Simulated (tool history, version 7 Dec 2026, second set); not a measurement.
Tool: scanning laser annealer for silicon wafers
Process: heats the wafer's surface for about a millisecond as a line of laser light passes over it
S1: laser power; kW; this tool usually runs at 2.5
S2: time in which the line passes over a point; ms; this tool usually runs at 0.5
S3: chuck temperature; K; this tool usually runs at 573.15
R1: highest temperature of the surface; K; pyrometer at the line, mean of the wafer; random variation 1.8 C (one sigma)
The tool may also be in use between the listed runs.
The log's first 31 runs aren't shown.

| run | hour | S1 | S2 | S3 | R1 |
|---|---|---|---|---|---|
| 32 | 1696.6 | 2.239 | 0.5 | 551.15 | 1166.15 |
| 33 | 1743.3 | 2.5 | 0.5 | 548.15 | 1244.15 |
| 34 | 1811.3 | 2.306 | 0.432 | 573.15 | 1157.15 |
| 35 | 1850.7 | 2.272 | 0.541 | 575.15 | 1216.15 |
| 36 | 1920.6 | 2.5 | 0.605 | 573.15 | 1332.15 |
| 37 | 1976 | 2.5 | 0.605 | 573.15 | 1328.15 |
| 38 | 2017.7 | 2.513 | 0.37 | 573.15 | 1163.15 |
|  | 2023.8 | window over the wafer cleaned |
| 39 | 2064.5 | 2.141 | 0.5 | 557.15 | 1164.15 |
| 40 | 2129.1 | 2.5 | 0.49 | 583.15 | 1304.15 |

What if the next run were any one of these 5? Each begins from the tool's condition after run 40:
| A | 2165.2 | 2.24 | 0.601 | 583.15 | ? |
| B | 2165.2 | 2.429 | 0.562 | 567.15 | ? |
| C | 2165.2 | 2.328 | 0.574 | 551.15 | ? |
| D | 2165.2 | 2.182 | 0.501 | 556.15 | ? |
| E | 2165.2 | 2.5 | 0.427 | 573.15 | ? |

| run | R1 |
|---|---|
| A | 1284.15 |
| B | 1308.15 |
| C | 1267.15 |
| D | 1176.15 |
| E | 1243.15 |
With the hidden condition removed and each run's random variation left untouched, the same runs would have given:
| run | R1 |
|---|---|
| A | 1308.15 |
| B | 1333.15 |
| C | 1291.15 |
| D | 1196.15 |
| E | 1266.15 |
